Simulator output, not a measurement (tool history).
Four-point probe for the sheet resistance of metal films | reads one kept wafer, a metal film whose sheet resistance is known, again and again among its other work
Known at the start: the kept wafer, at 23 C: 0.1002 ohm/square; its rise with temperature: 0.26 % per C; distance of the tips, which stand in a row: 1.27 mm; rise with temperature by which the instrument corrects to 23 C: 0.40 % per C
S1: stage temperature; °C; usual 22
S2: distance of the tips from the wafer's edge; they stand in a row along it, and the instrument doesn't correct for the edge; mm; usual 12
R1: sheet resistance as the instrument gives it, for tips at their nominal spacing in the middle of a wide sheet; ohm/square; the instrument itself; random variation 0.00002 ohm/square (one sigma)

| run | hour | S1 | S2 | R1 |
|---|---|---|---|---|
| 1 | 0.0 | 22 | 12 | 0.100317 |
| 2 | 14.9 | 22 | 12 | 0.100305 |
| 3 | 49.3 | 22 | 12 | 0.100272 |
| 4 | 76.2 | 34 | 12 | 0.098606 |
| 5 | 107.6 | 26 | 12 | 0.099689 |
| 6 | 135.1 | 26 | 12 | 0.099651 |
| 7 | 155.9 | 26 | 12 | 0.099675 |
| 8 | 182.8 | 22 | 12 | 0.100204 |
| 9 | 218.1 | 22 | 12 | 0.100261 |
| 10 | 253.2 | 22 | 12 | 0.100252 |
| 11 | 272.3 | 22 | 12 | 0.100237 |
| 12 | 289.3 | 22 | 19 | 0.099869 |
| 13 | 305.2 | 22 | 12 | 0.100198 |
| 14 | 321.2 | 22 | 12 | 0.100192 |
| 15 | 339.8 | 22 | 12 | 0.100205 |
| 16 | 367.3 | 22 | 12 | 0.100227 |
| 17 | 398.3 | 22 | 12 | 0.100188 |
| 18 | 430.0 | 22 | 20 | 0.099802 |
| 19 | 451.1 | 22 | 12 | 0.100208 |
| 20 | 478.7 | 22 | 12 | 0.100196 |
| 21 | 496.8 | 22 | 12 | 0.100215 |
| 22 | 516.5 | 22 | 4 | 0.104656 |
| 23 | 552.2 | 30 | 51 | 0.098511 |
| 24 | 570.3 | 21 | 73 | 0.099751 |
| 25 | 596.2 | 23 | 3 | 0.108128 |
| 26 | 619.8 | 31 | 38 | 0.098377 |
| 27 | 635.3 | 31 | 38 | 0.098372 |
| 28 | 657.8 | 27 | 6 | 0.101176 |
| 29 | 684.6 | 25 | 62 | 0.099159 |
| 30 | 700.9 | 25 | 62 | 0.099130 |
| 31 | 724.3 | 19 | 39 | 0.100032 |
| 32 | 745.5 | 28 | 12 | 0.099273 |
| 33 | 765.8 | 23 | 4 | 0.104497 |
| 34 | 797.5 | 23 | 4 | 0.104504 |
| 35 | 823.8 | 22 | 4 | 0.104604 |
| 36 | 853.0 | 32 | 3 | 0.106738 |
| 37 | 888.3 | 22 | 9 | 0.100597 |
| 38 | 913.8 | 34 | 29 | 0.097968 |
| 39 | 946.5 | 20 | 32 | 0.099857 |
| 40 | 981.9 | 20 | 32 | 0.099865 |
| 41 | 1013.4 | 18 | 13 | 0.100557 |
| 42 | 1029.1 | 18 | 72 | 0.100069 |
| 43 | 1052.8 | 23 | 72 | 0.099339 |
| 44 | 1086.1 | 23 | 72 | 0.099356 |

Forecast each of these 3 alternatives for the next run:
| A | 1107.3 | 27 | 5 | ? |
| B | 1107.3 | 23 | 66 | ? |
| C | 1107.3 | 25 | 5 | ? |

| run | R1 |
|---|---|
| A | 0.102077 |
| B | 0.099360 |
| C | 0.102368 |
Without the tool's hidden state the same runs would have given:
| run | R1 |
|---|---|
| A | 0.102977 |
| B | 0.100237 |
| C | 0.103270 |

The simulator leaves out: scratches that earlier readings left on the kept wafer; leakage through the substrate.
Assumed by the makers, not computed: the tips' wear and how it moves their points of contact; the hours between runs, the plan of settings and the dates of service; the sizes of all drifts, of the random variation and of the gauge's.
